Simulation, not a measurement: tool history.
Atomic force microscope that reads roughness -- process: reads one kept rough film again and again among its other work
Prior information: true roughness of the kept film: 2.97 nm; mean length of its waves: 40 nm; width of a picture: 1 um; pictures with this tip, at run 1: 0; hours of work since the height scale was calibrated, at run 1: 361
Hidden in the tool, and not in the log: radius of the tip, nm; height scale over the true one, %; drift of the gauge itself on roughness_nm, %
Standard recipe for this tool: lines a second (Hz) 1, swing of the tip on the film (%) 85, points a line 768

run	hour	lines a second (Hz)	swing of the tip on the film (%)	points a line	pictures with this tip	hours of work since the height scale was calibrated	roughness of the kept film (nm (root mean square))
1	0	1	85	768	0	361	2.531
2	21.5	1	85	768	32	372	2.493
3	36	1	85	768	53	379	2.483
4	59.8	1	85	768	88	392	2.43
5	82	1	85	768	121	403	2.401
6	94.6	0.5	85	768	139	410	2.529
7	111.3	0.5	85	768	164	419	2.503
8	122.8	0.5	85	768	181	425	2.485
9	137.9	1.85	85	768	203	433	2.134
10	152.3	1.85	85	768	224	440	2.099
11	172	1.85	85	768	253	450	2.079
# hour 178: new tip fitted
12	193.5	1.85	85	768	23	461	2.285
13	217.6	1.85	85	768	58	474	2.258
14	241.7	2.63	85	768	93	486	2.065
15	268.6	1	85	768	133	500	2.415
16	285.6	1	61	768	158	509	2.592
17	309.5	1	85	740	193	522	2.331
18	330.8	0.58	85	740	224	533	2.445
# hour 357: new tip fitted
19	357.2	0.58	85	740	0	546	2.662
20	369.8	1	85	768	19	553	2.508
21	386	1	85	768	42	561	2.486
22	406.4	1	84	278	72	572	2.469
23	417.6	1	84	278	89	578	2.448
24	431.3	1.32	85	393	109	585	2.308
25	457.7	1.49	67	796	148	599	2.497
26	477.7	1.64	85	768	177	609	2.202
27	496.7	0.68	80	259	205	619	2.461
28	516.5	0.68	80	259	234	629	2.43
29	528	0.68	55	1010	251	635	2.578
# hour 535.4: new tip fitted
30	543.9	0.68	55	1010	12	643	2.809
31	567.5	0.68	89	774	47	656	2.547
32	589.2	1	65	931	79	667	2.657
33	602.9	0.98	65	931	99	674	2.635
34	616.4	2.86	67	742	119	681	2.396
35	634.8	2.86	67	742	146	691	2.348
36	658.6	2.86	67	742	181	703	2.341
37	675.7	2.86	67	742	206	712	2.315
38	691.8	2.38	59	969	229	720	2.457
# hour 714.3: new tip fitted
39	714.3	1	85	362	0	732	2.537

For some of the steps in roughness of the kept film (nm (root mean square)) from one run to the next: how much would appear even if the tool had no hidden state, given the settings, what came in and random variation, and how much remains for the hidden state plus any gauge scatter that the measured result and the result without hidden state don't share?
Run 8 -> 9: lines a second (Hz) 0.5 -> 1.85. roughness of the kept film (nm (root mean square)) -0.351: hidden state +0.008, all else -0.359.
Run 14 -> 15: lines a second (Hz) 2.63 -> 1. roughness of the kept film (nm (root mean square)) +0.35: hidden state -0.051, all else +0.401.
Run 18 -> 19: new tip fitted. roughness of the kept film (nm (root mean square)) +0.217: hidden state +0.218, all else -0.001.
Run 25 -> 26: lines a second (Hz) 1.49 -> 1.64, swing of the tip on the film (%) 67 -> 85, points a line 796 -> 768. roughness of the kept film (nm (root mean square)) -0.295: hidden state -0.006, all else -0.289.
Run 29 -> 30: new tip fitted. roughness of the kept film (nm (root mean square)) +0.231: hidden state +0.242, all else -0.011.
Run 38 -> 39: lines a second (Hz) 2.38 -> 1, swing of the tip on the film (%) 59 -> 85, points a line 969 -> 362, new tip fitted. roughness of the kept film (nm (root mean square)) +0.08: hidden state +0.227, all else -0.147.

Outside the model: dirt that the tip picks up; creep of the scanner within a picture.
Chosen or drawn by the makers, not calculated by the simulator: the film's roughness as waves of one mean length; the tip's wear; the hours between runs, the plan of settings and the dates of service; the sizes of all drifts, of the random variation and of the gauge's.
